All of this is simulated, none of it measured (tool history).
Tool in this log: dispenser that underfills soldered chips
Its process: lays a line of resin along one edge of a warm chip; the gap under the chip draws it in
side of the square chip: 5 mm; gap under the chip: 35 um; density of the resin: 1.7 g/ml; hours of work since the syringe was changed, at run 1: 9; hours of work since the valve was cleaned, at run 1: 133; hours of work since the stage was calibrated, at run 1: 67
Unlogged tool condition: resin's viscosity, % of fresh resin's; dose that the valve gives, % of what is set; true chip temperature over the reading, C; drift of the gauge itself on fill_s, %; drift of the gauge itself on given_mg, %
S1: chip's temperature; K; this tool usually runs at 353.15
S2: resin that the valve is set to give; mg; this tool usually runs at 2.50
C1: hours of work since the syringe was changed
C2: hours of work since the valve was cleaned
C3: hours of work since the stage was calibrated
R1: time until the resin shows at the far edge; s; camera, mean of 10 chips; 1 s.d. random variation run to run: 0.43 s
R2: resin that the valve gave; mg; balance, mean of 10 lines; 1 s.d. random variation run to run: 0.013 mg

run	hour	S1	S2	C1	C2	C3	R1	R2
1	0.0	353.15	2.50	9	133	67	48.1	2.26
# hour 2.8: new syringe of resin
# hour 6.5: dispensing valve cleaned and set on the balance
2	8.9	353.15	2.50	4	2	72	36.4	2.49
3	18.0	353.15	2.50	10	8	78	49.0	2.48
# hour 19.5: new syringe of resin
4	24.6	353.15	3.15	4	12	82	36.3	3.13
5	29.3	340.15	2.50	7	15	86	71.5	2.45
6	33.4	340.15	2.50	10	18	88	82.4	2.48
# hour 35.2: new syringe of resin
7	38.2	354.15	2.50	2	21	92	32.4	2.46
8	44.2	354.15	2.50	6	25	96	40.0	2.46
# hour 50.9: new syringe of resin
9	53.0	353.15	2.50	1	31	101	31.9	2.46
10	61.5	353.15	2.50	7	37	107	43.4	2.44
# hour 66.5: new syringe of resin
11	67.8	356.15	2.50	1	41	111	27.0	2.42
12	73.0	353.15	3.04	5	45	115	36.6	2.95
13	77.4	353.15	3.04	7	48	118	43.3	2.92
# hour 81.9: new syringe of resin
14	81.9	353.15	3.04	0	51	121	29.8	2.91
15	89.4	353.15	3.04	5	56	126	38.5	2.92
# hour 97.6: new syringe of resin
16	97.6	341.15	3.04	0	61	131	46.7	2.91
17	104.4	353.15	2.50	5	66	136	37.7	2.39
18	108.1	353.15	2.50	7	68	139	42.7	2.38
# hour 113.5: new syringe of resin
19	116.0	359.15	2.34	2	74	144	25.5	2.23
20	122.8	341.15	2.66	6	78	149	64.4	2.51
# hour 129.1: new syringe of resin
21	130.8	345.15	2.62	1	84	154	43.3	2.47
22	137.3	345.15	2.62	6	88	158	52.9	2.46
# hour 144.7: new syringe of resin
23	146.6	349.15	2.88	1	94	164	36.6	2.72
24	151.7	349.15	2.88	5	98	168	43.7	2.66
25	159.5	367.15	3.06	10	103	173	29.5	2.85
# hour 160.5: new syringe of resin
26	163.7	359.15	2.10	2	106	176	27.6	1.95
27	171.0	361.15	2.74	7	111	181	31.5	2.53
28	175.0	353.15	3.11	10	114	184	48.4	2.87
# hour 176.2: new syringe of resin
29	182.6	352.15	2.94	4	119	189	38.1	2.67
30	188.4	352.15	2.94	8	122	193	46.9	2.69
# hour 191.7: new syringe of resin
31	197.0	344.15	2.38	4	128	198	49.2	2.17
32	205.6	349.15	3.17	10	134	204	53.7	2.88
# hour 207.2: new syringe of resin
# hour 211.3: dispensing valve cleaned and set on the balance
33	214.6	364.15	2.35	4	2	210	24.4	2.33
34	222.1	363.15	2.25	9	7	215	32.7	2.26
# hour 223.7: new syringe of resin
35	230.6	366.15	2.33	5	13	220	22.7	2.30
# hour 239.3: new syringe of resin
36	239.3	342.15	2.73	0	19	226	42.8	2.71

Alternative continuations, all from the tool just after run 36; predict every row:
A	248.4	349.15	3.02	6	25	232	?	?
B	248.4	357.15	2.69	6	25	232	?	?
C	248.4	352.15	3.13	6	25	232	?	?
D	248.4	362.15	2.55	6	25	232	?	?

run	R1	R2
A	46.8	2.97
B	34.3	2.66
C	41.1	3.11
D	28.3	2.49
With no hidden state in the tool, these same runs would have given:
run	R1	R2
A	36.9	3.01
B	26.9	2.70
C	32.3	3.16
D	22.0	2.53
